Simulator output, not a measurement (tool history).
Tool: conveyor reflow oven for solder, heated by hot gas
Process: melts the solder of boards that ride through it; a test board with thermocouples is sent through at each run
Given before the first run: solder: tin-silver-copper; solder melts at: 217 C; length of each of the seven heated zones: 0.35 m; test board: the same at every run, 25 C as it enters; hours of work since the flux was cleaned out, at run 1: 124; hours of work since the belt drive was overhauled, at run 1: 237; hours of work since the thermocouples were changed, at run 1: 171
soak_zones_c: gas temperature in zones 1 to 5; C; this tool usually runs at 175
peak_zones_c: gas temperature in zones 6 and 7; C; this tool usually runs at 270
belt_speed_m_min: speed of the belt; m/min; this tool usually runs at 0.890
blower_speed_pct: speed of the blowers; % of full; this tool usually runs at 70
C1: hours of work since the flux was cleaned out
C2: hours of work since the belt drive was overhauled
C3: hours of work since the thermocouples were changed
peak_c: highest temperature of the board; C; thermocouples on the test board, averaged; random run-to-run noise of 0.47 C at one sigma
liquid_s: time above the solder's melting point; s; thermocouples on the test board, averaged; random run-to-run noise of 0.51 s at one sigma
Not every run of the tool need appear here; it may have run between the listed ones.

{"run": 1, "hour": 0.0, "soak_zones_c": 175, "peak_zones_c": 270, "belt_speed_m_min": 0.89, "blower_speed_pct": 70, "C1": 124, "C2": 237, "C3": 171, "peak_c": 251.1, "liquid_s": 34.7}
{"run": 2, "hour": 9.4, "soak_zones_c": 175, "peak_zones_c": 270, "belt_speed_m_min": 0.89, "blower_speed_pct": 62, "C1": 131, "C2": 244, "C3": 178, "peak_c": 248.7, "liquid_s": 33.4}
{"run": 3, "hour": 25.3, "soak_zones_c": 175, "peak_zones_c": 270, "belt_speed_m_min": 0.89, "blower_speed_pct": 70, "C1": 143, "C2": 256, "C3": 190, "peak_c": 251.2, "liquid_s": 34.4}
{"run": 4, "hour": 32.6, "soak_zones_c": 175, "peak_zones_c": 270, "belt_speed_m_min": 0.863, "blower_speed_pct": 70, "C1": 149, "C2": 262, "C3": 195, "peak_c": 251.9, "liquid_s": 36.0}
{"run": 5, "hour": 40.9, "soak_zones_c": 175, "peak_zones_c": 270, "belt_speed_m_min": 0.863, "blower_speed_pct": 70, "C1": 155, "C2": 268, "C3": 202, "peak_c": 251.4, "liquid_s": 35.8}
{"run": 6, "hour": 50.5, "soak_zones_c": 187, "peak_zones_c": 270, "belt_speed_m_min": 0.89, "blower_speed_pct": 70, "C1": 162, "C2": 275, "C3": 209, "peak_c": 252.8, "liquid_s": 38.3}
{"run": 7, "hour": 65.4, "soak_zones_c": 187, "peak_zones_c": 270, "belt_speed_m_min": 0.89, "blower_speed_pct": 70, "C1": 174, "C2": 286, "C3": 220, "peak_c": 252.2, "liquid_s": 38.5}
{"run": 8, "hour": 75.8, "soak_zones_c": 187, "peak_zones_c": 270, "belt_speed_m_min": 0.89, "blower_speed_pct": 70, "C1": 182, "C2": 294, "C3": 228, "peak_c": 252.0, "liquid_s": 38.4}
{"run": 9, "hour": 85.8, "soak_zones_c": 187, "peak_zones_c": 270, "belt_speed_m_min": 0.89, "blower_speed_pct": 70, "C1": 189, "C2": 302, "C3": 236, "peak_c": 252.6, "liquid_s": 38.3}
{"run": 10, "hour": 97.3, "soak_zones_c": 175, "peak_zones_c": 270, "belt_speed_m_min": 0.752, "blower_speed_pct": 70, "C1": 198, "C2": 311, "C3": 244, "peak_c": 255.3, "liquid_s": 44.4}
{"run": 11, "hour": 106.7, "soak_zones_c": 175, "peak_zones_c": 270, "belt_speed_m_min": 0.752, "blower_speed_pct": 70, "C1": 205, "C2": 318, "C3": 251, "peak_c": 255.4, "liquid_s": 44.9}
{"run": 12, "hour": 120.6, "soak_zones_c": 175, "peak_zones_c": 267, "belt_speed_m_min": 0.89, "blower_speed_pct": 70, "C1": 216, "C2": 328, "C3": 262, "peak_c": 247.6, "liquid_s": 32.6}
{"hour": 126.0, "done": "belt drive overhauled, speed set with a stopwatch"}
{"run": 13, "hour": 138.3, "soak_zones_c": 175, "peak_zones_c": 267, "belt_speed_m_min": 0.89, "blower_speed_pct": 70, "C1": 226, "C2": 9, "C3": 272, "peak_c": 248.3, "liquid_s": 32.6}
{"run": 14, "hour": 151.6, "soak_zones_c": 175, "peak_zones_c": 267, "belt_speed_m_min": 0.89, "blower_speed_pct": 67, "C1": 236, "C2": 19, "C3": 282, "peak_c": 247.6, "liquid_s": 32.3}
{"run": 15, "hour": 163.7, "soak_zones_c": 175, "peak_zones_c": 267, "belt_speed_m_min": 0.89, "blower_speed_pct": 67, "C1": 245, "C2": 29, "C3": 292, "peak_c": 246.4, "liquid_s": 32.1}
{"run": 16, "hour": 172.7, "soak_zones_c": 161, "peak_zones_c": 277, "belt_speed_m_min": 1.047, "blower_speed_pct": 53, "C1": 252, "C2": 35, "C3": 298, "peak_c": 239.9, "liquid_s": 19.7}
{"run": 17, "hour": 189.7, "soak_zones_c": 177, "peak_zones_c": 270, "belt_speed_m_min": 0.89, "blower_speed_pct": 67, "C1": 265, "C2": 48, "C3": 311, "peak_c": 249.3, "liquid_s": 34.2}
{"run": 18, "hour": 202.5, "soak_zones_c": 188, "peak_zones_c": 271, "belt_speed_m_min": 0.765, "blower_speed_pct": 80, "C1": 275, "C2": 58, "C3": 321, "peak_c": 258.8, "liquid_s": 49.1}
{"hour": 208.8, "done": "belt drive overhauled, speed set with a stopwatch, once more"}
{"run": 19, "hour": 219.2, "soak_zones_c": 188, "peak_zones_c": 271, "belt_speed_m_min": 0.738, "blower_speed_pct": 80, "C1": 284, "C2": 8, "C3": 331, "peak_c": 259.6, "liquid_s": 51.5}
{"hour": 232.3, "done": "flux residue cleaned out of gas plates and filters"}
{"run": 20, "hour": 238.1, "soak_zones_c": 188, "peak_zones_c": 271, "belt_speed_m_min": 0.738, "blower_speed_pct": 80, "C1": 4, "C2": 18, "C3": 341, "peak_c": 260.7, "liquid_s": 50.6}
{"run": 21, "hour": 252.3, "soak_zones_c": 188, "peak_zones_c": 271, "belt_speed_m_min": 0.832, "blower_speed_pct": 80, "C1": 15, "C2": 29, "C3": 352, "peak_c": 256.8, "liquid_s": 43.7}
{"run": 22, "hour": 265.2, "soak_zones_c": 175, "peak_zones_c": 270, "belt_speed_m_min": 0.803, "blower_speed_pct": 66, "C1": 25, "C2": 39, "C3": 362, "peak_c": 253.0, "liquid_s": 40.3}
{"run": 23, "hour": 282.0, "soak_zones_c": 175, "peak_zones_c": 270, "belt_speed_m_min": 0.803, "blower_speed_pct": 66, "C1": 38, "C2": 52, "C3": 374, "peak_c": 254.1, "liquid_s": 39.9}
{"run": 24, "hour": 292.3, "soak_zones_c": 175, "peak_zones_c": 280, "belt_speed_m_min": 0.853, "blower_speed_pct": 70, "C1": 45, "C2": 59, "C3": 382, "peak_c": 260.0, "liquid_s": 40.0}
{"run": 25, "hour": 304.5, "soak_zones_c": 175, "peak_zones_c": 280, "belt_speed_m_min": 0.853, "blower_speed_pct": 70, "C1": 55, "C2": 69, "C3": 391, "peak_c": 260.4, "liquid_s": 40.1}
{"run": 26, "hour": 320.8, "soak_zones_c": 175, "peak_zones_c": 280, "belt_speed_m_min": 0.853, "blower_speed_pct": 70, "C1": 67, "C2": 81, "C3": 404, "peak_c": 260.5, "liquid_s": 39.9}
{"run": 27, "hour": 335.1, "soak_zones_c": 161, "peak_zones_c": 280, "belt_speed_m_min": 0.853, "blower_speed_pct": 55, "C1": 78, "C2": 92, "C3": 415, "peak_c": 253.5, "liquid_s": 33.4}
{"run": 28, "hour": 342.3, "soak_zones_c": 173, "peak_zones_c": 280, "belt_speed_m_min": 0.93, "blower_speed_pct": 55, "C1": 83, "C2": 97, "C3": 420, "peak_c": 253.4, "liquid_s": 33.0}
{"run": 29, "hour": 352.7, "soak_zones_c": 164, "peak_zones_c": 271, "belt_speed_m_min": 0.804, "blower_speed_pct": 64, "C1": 91, "C2": 105, "C3": 428, "peak_c": 251.1, "liquid_s": 36.7}
{"run": 30, "hour": 363.4, "soak_zones_c": 177, "peak_zones_c": 259, "belt_speed_m_min": 0.924, "blower_speed_pct": 88, "C1": 99, "C2": 113, "C3": 436, "peak_c": 242.9, "liquid_s": 28.9}

Describe how what the log doesn't record of the tool's condition differs between the last listed run preceding each entry between runs and the first listed run following it.
Runs 12 to 13: belt drive overhauled, speed set with a stopwatch (hour 126.0)
  heat that the gas passes to the board, % of a clean oven's: 94.8 -> 94.6; belt's true speed, % of the reading: 99.13 -> 98.84; true gas temperature in zones 6 and 7 over the reading, C: -0.62 -> -0.66
  measured result minus the result with no hidden state, peak_c: -1.6 -> -1.6 C; liquid_s: -0.7 -> -0.6 s
Runs 18 to 19: belt drive overhauled, speed set with a stopwatch, once more (hour 208.8)
  heat that the gas passes to the board, % of a clean oven's: 93.6 -> 93.4; belt's true speed, % of the reading: 98.7 -> 99.97; true gas temperature in zones 6 and 7 over the reading, C: -0.83 -> -0.87
  measured result minus the result with no hidden state, peak_c: -1.6 -> -2.0 C; liquid_s: -0.1 -> -0.9 s
Runs 19 to 20: flux residue cleaned out of gas plates and filters (hour 232.3)
  heat that the gas passes to the board, % of a clean oven's: 93.4 -> 99.7; belt's true speed, % of the reading: 99.97 -> 99.94; true gas temperature in zones 6 and 7 over the reading, C: -0.87 -> -0.91
  measured result minus the result with no hidden state, peak_c: -2.0 -> -0.9 C; liquid_s: -0.9 -> -0.3 s
